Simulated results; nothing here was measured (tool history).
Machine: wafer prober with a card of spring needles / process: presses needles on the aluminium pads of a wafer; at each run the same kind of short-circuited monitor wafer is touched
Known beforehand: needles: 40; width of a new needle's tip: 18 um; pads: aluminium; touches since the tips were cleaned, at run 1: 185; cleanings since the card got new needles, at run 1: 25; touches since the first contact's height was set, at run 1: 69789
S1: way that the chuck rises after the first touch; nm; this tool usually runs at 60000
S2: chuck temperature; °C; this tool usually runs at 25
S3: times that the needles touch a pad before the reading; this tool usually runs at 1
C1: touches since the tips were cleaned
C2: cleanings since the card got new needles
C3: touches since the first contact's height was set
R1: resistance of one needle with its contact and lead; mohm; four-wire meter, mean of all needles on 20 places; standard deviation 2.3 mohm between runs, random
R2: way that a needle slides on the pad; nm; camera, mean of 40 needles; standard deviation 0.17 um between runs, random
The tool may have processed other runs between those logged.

| run | hour | S1 | S2 | S3 | C1 | C2 | C3 | R1 | R2 |
|---|---|---|---|---|---|---|---|---|---|
| 1 | 0.0 | 60000 | 25 | 1 | 185 | 25 | 69789 | 291 | 15530 |
|  | 5.9 | tips cleaned on abrasive film |
| 2 | 10.9 | 60000 | 25 | 1 | 1850 | 26 | 73805 | 378 | 16120 |
|  | 12.9 | tips cleaned on abrasive film |
| 3 | 18.3 | 60000 | 117 | 1 | 2006 | 27 | 76509 | 410 | 16000 |
|  | 19.9 | tips cleaned on abrasive film |
| 4 | 25.1 | 60000 | 117 | 1 | 1935 | 28 | 79015 | 410 | 15970 |
|  | 27.2 | tips cleaned on abrasive film |
|  | 34.2 | tips cleaned on abrasive film |
| 5 | 34.6 | 60000 | 117 | 1 | 149 | 30 | 82466 | 311 | 15900 |
|  | 40.8 | tips cleaned on abrasive film |
| 6 | 42.2 | 60000 | 117 | 1 | 502 | 31 | 85263 | 333 | 15760 |
|  | 48.0 | tips cleaned on abrasive film |
| 7 | 49.9 | 60000 | 25 | 2 | 714 | 32 | 88095 | 292 | 15730 |
|  | 54.9 | tips cleaned on abrasive film |
| 8 | 58.8 | 60000 | 25 | 1 | 1449 | 33 | 91378 | 368 | 15830 |
|  | 61.5 | tips cleaned on abrasive film |
|  | 68.0 | tips cleaned on abrasive film |
| 9 | 68.9 | 60000 | 25 | 1 | 354 | 35 | 95063 | 304 | 15810 |
|  | 74.9 | tips cleaned on abrasive film |
| 10 | 78.9 | 60000 | 25 | 1 | 1516 | 36 | 98764 | 377 | 15850 |
|  | 82.0 | tips cleaned on abrasive film |
| 11 | 83.8 | 78000 | 25 | 1 | 650 | 37 | 100530 | 291 | 20810 |
|  | 89.1 | tips cleaned on abrasive film |
| 12 | 90.1 | 60000 | 25 | 1 | 400 | 38 | 102857 | 308 | 15810 |
|  | 96.1 | tips cleaned on abrasive film |
| 13 | 99.1 | 60000 | 25 | 1 | 1136 | 39 | 106168 | 346 | 15710 |
|  | 102.8 | tips cleaned on abrasive film |
| 14 | 106.0 | 60000 | 25 | 1 | 1223 | 40 | 108702 | 372 | 15460 |
|  | 109.8 | tips cleaned on abrasive film |
|  | 116.6 | tips cleaned on abrasive film |
| 15 | 117.5 | 60000 | 25 | 1 | 327 | 42 | 112897 | 296 | 15860 |
|  | 123.7 | tips cleaned on abrasive film |
| 16 | 126.9 | 60000 | 25 | 1 | 1211 | 43 | 116360 | 364 | 15850 |
|  | 130.7 | tips cleaned on abrasive film |
| 17 | 133.8 | 77000 | 25 | 1 | 1164 | 44 | 118888 | 316 | 20620 |
|  | 137.4 | tips cleaned on abrasive film |
|  | 144.3 | tips cleaned on abrasive film |
| 18 | 145.1 | 60000 | 25 | 2 | 260 | 46 | 122996 | 285 | 15600 |
|  | 151.2 | tips cleaned on abrasive film |
| 19 | 152.4 | 51000 | 25 | 2 | 431 | 47 | 125689 | 314 | 12870 |
|  | 158.5 | tips cleaned on abrasive film |
| 20 | 160.3 | 69000 | 25 | 2 | 656 | 48 | 128584 | 295 | 18260 |
|  | 165.0 | tips cleaned on abrasive film |
| 21 | 165.5 | 40000 | 25 | 1 | 193 | 49 | 130501 | 351 | 10090 |
|  | 171.7 | tips cleaned on abrasive film |
| 22 | 175.9 | 40000 | 25 | 1 | 1572 | 50 | 134335 | 548 | 9690 |
|  | 178.8 | tips cleaned on abrasive film |
|  | 185.5 | tips cleaned on abrasive film |
| 23 | 187.4 | 68000 | 38 | 3 | 735 | 52 | 138546 | 286 | 17510 |
|  | 192.4 | tips cleaned on abrasive film |
| 24 | 192.4 | 60000 | 71 | 2 | 19 | 53 | 140362 | 284 | 15370 |
|  | 199.5 | tips cleaned on abrasive film |
| 25 | 201.5 | 46000 | 63 | 2 | 771 | 54 | 143719 | 366 | 11310 |
|  | 206.2 | tips cleaned on abrasive film |
| 26 | 211.0 | 46000 | 63 | 2 | 1799 | 55 | 147221 | 429 | 11510 |
|  | 213.2 | tips cleaned on abrasive film |
| 27 | 219.0 | 45000 | 63 | 2 | 2159 | 56 | 150149 | 482 | 11250 |
|  | 219.7 | tips cleaned on abrasive film |
|  | 226.4 | tips cleaned on abrasive film |
| 28 | 226.4 | 45000 | 63 | 2 | 0 | 58 | 152846 | 303 | 10890 |
|  | 233.6 | tips cleaned on abrasive film |
| 29 | 235.9 | 45000 | 51 | 1 | 859 | 59 | 156317 | 455 | 10850 |
|  | 240.2 | tips cleaned on abrasive film |
|  | 246.7 | tips cleaned on abrasive film |
| 30 | 246.7 | 45000 | 51 | 1 | 0 | 61 | 160274 | 319 | 10870 |
|  | 253.9 | tips cleaned on abrasive film |
| 31 | 256.1 | 45000 | 51 | 1 | 829 | 62 | 163727 | 452 | 11140 |

Branching from run 31: 3 alternative next runs. What would each branch give?
|  | 260.8 | tips cleaned on abrasive film |
| A | 262.2 | 45000 | 36 | 1 | 506 | 63 | 165954 | ? | ? |
|  | 260.8 | tips cleaned on abrasive film |
| B | 262.2 | 45000 | 66 | 1 | 506 | 63 | 165954 | ? | ? |
|  | 260.8 | tips cleaned on abrasive film |
| C | 262.2 | 47000 | 113 | 1 | 506 | 63 | 165954 | ? | ? |

| run | R1 | R2 |
|---|---|---|
| A | 394 | 11050 |
| B | 396 | 10980 |
| C | 385 | 11530 |
Had the tool no hidden state, the same runs would have come out as:
| run | R1 | R2 |
|---|---|---|
| A | 271 | 12670 |
| B | 278 | 12590 |
| C | 287 | 13120 |

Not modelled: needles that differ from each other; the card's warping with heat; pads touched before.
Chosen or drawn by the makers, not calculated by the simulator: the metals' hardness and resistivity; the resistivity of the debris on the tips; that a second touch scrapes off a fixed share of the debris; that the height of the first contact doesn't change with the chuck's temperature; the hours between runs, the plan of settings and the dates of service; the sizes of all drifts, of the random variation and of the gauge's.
